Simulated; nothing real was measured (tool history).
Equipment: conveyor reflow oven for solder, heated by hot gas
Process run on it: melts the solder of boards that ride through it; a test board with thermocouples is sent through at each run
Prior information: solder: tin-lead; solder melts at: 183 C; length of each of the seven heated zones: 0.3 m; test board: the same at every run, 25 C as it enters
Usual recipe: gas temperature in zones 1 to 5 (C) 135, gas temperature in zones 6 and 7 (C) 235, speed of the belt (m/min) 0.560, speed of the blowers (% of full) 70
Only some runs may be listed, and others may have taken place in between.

run,hour,gas temperature in zones 1 to 5 (C),gas temperature in zones 6 and 7 (C),speed of the belt (m/min),speed of the blowers (% of full),highest temperature of the board (C),time above the solder's melting point (s)
1,0.0,135,235,0.560,70,214.9,44.9
2,23.4,135,235,0.560,70,215.1,45.3
3,42.2,135,235,0.560,70,215.5,45.7
4,56.7,135,225,0.560,70,207.0,38.8
5,76.3,135,225,0.560,70,206.4,37.9
6,88.9,135,225,0.560,70,205.9,37.2
7,114.4,135,235,0.473,70,220.7,58.3
8,134.1,135,235,0.473,82,222.4,60.8
9,155.2,135,235,0.473,82,222.4,59.5
10,168.5,135,235,0.560,70,214.7,44.5
11,182.7,135,235,0.560,70,214.5,45.1
12,204.6,135,235,0.560,70,213.9,44.9
13,224.9,135,235,0.560,70,213.9,44.7
14,242.9,135,235,0.560,70,213.6,43.8
15,259.8,135,235,0.560,70,213.8,44.1
16,271.2,135,235,0.560,70,213.8,44.0
17,285.0,135,245,0.560,75,223.9,51.4
18,297.4,135,235,0.560,51,207.5,37.8

Run 19 has not been measured yet. What should we expect?
19,324.0,135,235,0.560,51,?,?

Run 19 came out at highest temperature of the board (C) 207.8, time above the solder's melting point (s) 38.3.
On a tool with no hidden condition, and with the same random variation, this run would have come out at highest temperature of the board (C) 210.4, time above the solder's melting point (s) 40.7.

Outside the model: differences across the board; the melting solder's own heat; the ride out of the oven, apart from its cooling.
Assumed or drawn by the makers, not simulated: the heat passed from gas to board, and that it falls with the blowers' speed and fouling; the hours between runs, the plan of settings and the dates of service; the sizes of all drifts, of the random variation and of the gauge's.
